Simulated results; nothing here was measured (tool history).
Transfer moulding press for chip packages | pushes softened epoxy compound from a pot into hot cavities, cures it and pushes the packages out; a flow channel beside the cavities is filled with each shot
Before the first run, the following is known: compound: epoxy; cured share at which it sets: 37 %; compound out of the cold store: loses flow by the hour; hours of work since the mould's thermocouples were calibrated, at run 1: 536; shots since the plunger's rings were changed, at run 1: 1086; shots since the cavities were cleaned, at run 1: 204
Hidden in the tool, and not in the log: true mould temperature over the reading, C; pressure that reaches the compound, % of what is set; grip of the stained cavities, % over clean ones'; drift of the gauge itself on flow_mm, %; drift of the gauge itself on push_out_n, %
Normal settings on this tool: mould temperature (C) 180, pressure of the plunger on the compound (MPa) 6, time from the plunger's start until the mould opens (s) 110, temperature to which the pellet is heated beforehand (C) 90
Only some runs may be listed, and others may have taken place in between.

run,hour,mould temperature (C),pressure of the plunger on the compound (MPa),time from the plunger's start until the mould opens (s),temperature to which the pellet is heated beforehand (C),hours of work since the mould's thermocouples were calibrated,shots since the plunger's rings were changed,shots since the cavities were cleaned,incoming compound's hours out of the cold store,length that the compound runs in the flow channel (mm),greatest force on the pins that push the packages out (N)
1,0,180,6,110,90,536,1086,204,45.8,902,352
# hour 68.9: cavities cleaned with cleaning compound and waxed
2,73.4,180,6,104,90,585,1894,51,37.3,908,317
# hour 149.5: cavities cleaned with cleaning compound and waxed
3,164.1,180,6,97,90,647,2895,164,26,934,384
# hour 186.4: plunger's sealing rings changed
# hour 203.2: mould's thermocouples calibrated
# hour 236.9: cavities cleaned with cleaning compound and waxed
4,246.2,180,6,97,90,29,632,104,13.8,963,331
5,306.9,180,6,97,90,71,1313,785,18.9,954,535
# hour 320.9: cavities cleaned with cleaning compound and waxed
6,392.6,180,6,97,90,129,2259,805,24.2,930,541
# hour 402.3: cavities cleaned with cleaning compound and waxed
# hour 434.7: mould's thermocouples calibrated, once more
# hour 475.2: plunger's sealing rings changed
# hour 488.5: cavities cleaned with cleaning compound and waxed
7,488.5,180,6,97,90,34,132,0,35.1,938,339
# hour 573.2: cavities cleaned with cleaning compound and waxed
8,573.9,180,6,97,90,93,1075,8,40.8,917,323
9,640.1,180,6,110,83,138,1819,752,10.5,977,509
# hour 655.2: cavities cleaned with cleaning compound and waxed
10,692.1,180,5.24,110,90,173,2385,414,25.6,874,431
# hour 736.9: cavities cleaned with cleaning compound and waxed
11,740.7,180,5.24,110,90,206,2914,42,41.6,840,332
# hour 763.5: plunger's sealing rings changed
# hour 827.8: cavities cleaned with cleaning compound and waxed
12,833.1,180,5.24,110,90,267,765,59,10.7,915,312
13,890.1,180,5.24,110,90,306,1405,699,30.7,875,493
# hour 911: cavities cleaned with cleaning compound and waxed
14,981.3,178,6,110,90,368,2412,789,8.5,982,529
# hour 996: cavities cleaned with cleaning compound and waxed
# hour 1047.4: plunger's sealing rings changed
15,1066.1,178,5.31,110,90,424,211,760,15.5,923,530
# hour 1083.8: cavities cleaned with cleaning compound and waxed
16,1155.9,180,6.51,141,92,485,1202,810,43.8,948,466
# hour 1164.5: cavities cleaned with cleaning compound and waxed
# hour 1247.5: cavities cleaned with cleaning compound and waxed
17,1247.5,180,6,149,89,547,2197,0,32.6,926,249
# hour 1331.1: plunger's sealing rings changed
# hour 1332.6: cavities cleaned with cleaning compound and waxed
18,1332.9,180,6,149,89,603,3,3,29.8,946,258
19,1393.5,182,6,110,90,645,684,684,44.3,903,450
# hour 1415.8: cavities cleaned with cleaning compound and waxed
# hour 1433.8: mould's thermocouples calibrated
20,1461.7,182,6,110,90,19,1410,493,26.5,942,409
# hour 1503.3: cavities cleaned with cleaning compound and waxed
21,1550.1,174,4.76,137,83,79,2386,526,43.1,830,443
# hour 1588.9: cavities cleaned with cleaning compound and waxed
# hour 1620.2: plunger's sealing rings changed
22,1649.8,174,5.96,96,83,146,332,655,21.2,990,877
# hour 1673.3: cavities cleaned with cleaning compound and waxed
23,1705.1,177,6.7,96,81,183,937,357,36.7,998,591
# hour 1755.1: cavities cleaned with cleaning compound and waxed
24,1781.3,177,6.7,96,81,234,1775,294,17.5,1027,554
# hour 1836.5: cavities cleaned with cleaning compound and waxed
25,1847.6,178,6.7,96,85,279,2503,125,29.9,988,432

4 options for the next run, each taken on its own from the tool as it stands now. Forecast them:
# hour 1904.3: plunger's sealing rings changed
# hour 1925.6: cavities cleaned with cleaning compound and waxed
A,1927.7,178,6.7,113,85,332,246,24,42.4,?,?
# hour 1904.3: plunger's sealing rings changed
# hour 1925.6: cavities cleaned with cleaning compound and waxed
B,1927.7,187,5.69,110,99,332,246,24,28.8,?,?
# hour 1904.3: plunger's sealing rings changed
# hour 1925.6: cavities cleaned with cleaning compound and waxed
C,1927.7,183,4.7,143,85,332,246,24,20.2,?,?
# hour 1904.3: plunger's sealing rings changed
# hour 1925.6: cavities cleaned with cleaning compound and waxed
D,1927.7,179,5.39,96,85,332,246,24,15.1,?,?

run,length that the compound runs in the flow channel (mm),greatest force on the pins that push the packages out (N)
A,983,305
B,895,256
C,845,267
D,932,356
With no hidden state in the tool, these same runs would have given:
run,length that the compound runs in the flow channel (mm),greatest force on the pins that push the packages out (N)
A,990,303
B,900,249
C,850,259
D,938,361
